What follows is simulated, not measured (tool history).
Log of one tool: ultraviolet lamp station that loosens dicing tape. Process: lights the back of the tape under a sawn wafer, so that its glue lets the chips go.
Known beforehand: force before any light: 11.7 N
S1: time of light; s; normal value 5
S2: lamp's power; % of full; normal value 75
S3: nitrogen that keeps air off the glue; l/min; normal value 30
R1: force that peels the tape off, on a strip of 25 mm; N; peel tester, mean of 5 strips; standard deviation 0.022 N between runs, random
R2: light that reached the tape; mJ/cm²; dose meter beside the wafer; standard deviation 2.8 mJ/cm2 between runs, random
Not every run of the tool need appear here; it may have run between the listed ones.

run 1 hour=0.0 | S1=5 S2=75 S3=30 | R1=1.236 R2=353
run 2 hour=23.4 | S1=5 S2=75 S3=30 | R1=1.281 R2=352
run 3 hour=46.6 | S1=5 S2=75 S3=28 | R1=1.345 R2=345
-- hour=61.9 window cleaned of glue's vapour
run 4 hour=75.6 | S1=5 S2=75 S3=12 | R1=2.348 R2=359
run 5 hour=97.5 | S1=5 S2=73 S3=12 | R1=2.507 R2=355
run 6 hour=116.7 | S1=5 S2=78 S3=30 | R1=1.081 R2=370
run 7 hour=149.5 | S1=3 S2=75 S3=30 | R1=2.916 R2=214
run 8 hour=176.7 | S1=3 S2=75 S3=30 | R1=2.918 R2=212
run 9 hour=195.6 | S1=3 S2=75 S3=30 | R1=2.848 R2=212
run 10 hour=210.8 | S1=3 S2=75 S3=30 | R1=2.808 R2=212
run 11 hour=237.6 | S1=5 S2=69 S3=30 | R1=1.514 R2=319
run 12 hour=256.1 | S1=5 S2=88 S3=30 | R1=0.881 R2=404
run 13 hour=280.1 | S1=5 S2=75 S3=13 | R1=2.367 R2=340
run 14 hour=300.0 | S1=5 S2=67 S3=25 | R1=1.817 R2=307
run 15 hour=320.9 | S1=5 S2=75 S3=36 | R1=1.156 R2=338
run 16 hour=339.7 | S1=4 S2=75 S3=30 | R1=1.942 R2=271
run 17 hour=367.5 | S1=7 S2=75 S3=40 | R1=0.483 R2=471
run 18 hour=399.1 | S1=7 S2=75 S3=40 | R1=0.502 R2=465
run 19 hour=420.7 | S1=6 S2=71 S3=15 | R1=1.853 R2=378
run 20 hour=452.8 | S1=4 S2=75 S3=30 | R1=2.168 R2=261
-- hour=474.0 window cleaned of glue's vapour
run 21 hour=482.2 | S1=3 S2=69 S3=14 | R1=4.515 R2=191
run 22 hour=502.2 | S1=3 S2=82 S3=12 | R1=4.275 R2=224
run 23 hour=526.4 | S1=5 S2=75 S3=17 | R1=2.055 R2=340
run 24 hour=554.8 | S1=5 S2=63 S3=15 | R1=2.881 R2=279
run 25 hour=589.2 | S1=5 S2=96 S3=13 | R1=1.665 R2=427
run 26 hour=605.5 | S1=2 S2=75 S3=30 | R1=4.894 R2=135

Branching from run 26: 3 alternative next runs. What would each branch give?
run A hour=625.8 | S1=2 S2=93 S3=30 | R1=? R2=?
run B hour=625.8 | S1=5 S2=72 S3=30 | R1=? R2=?
run C hour=625.8 | S1=5 S2=79 S3=15 | R1=? R2=?

run=A R1=4.120 R2=162
run=B R1=1.543 R2=320
run=C R1=2.138 R2=347
With no hidden state in the tool, these same runs would have given:
run=A R1=3.524 R2=186
run=B R1=1.167 R2=367
run=C R1=1.683 R2=398
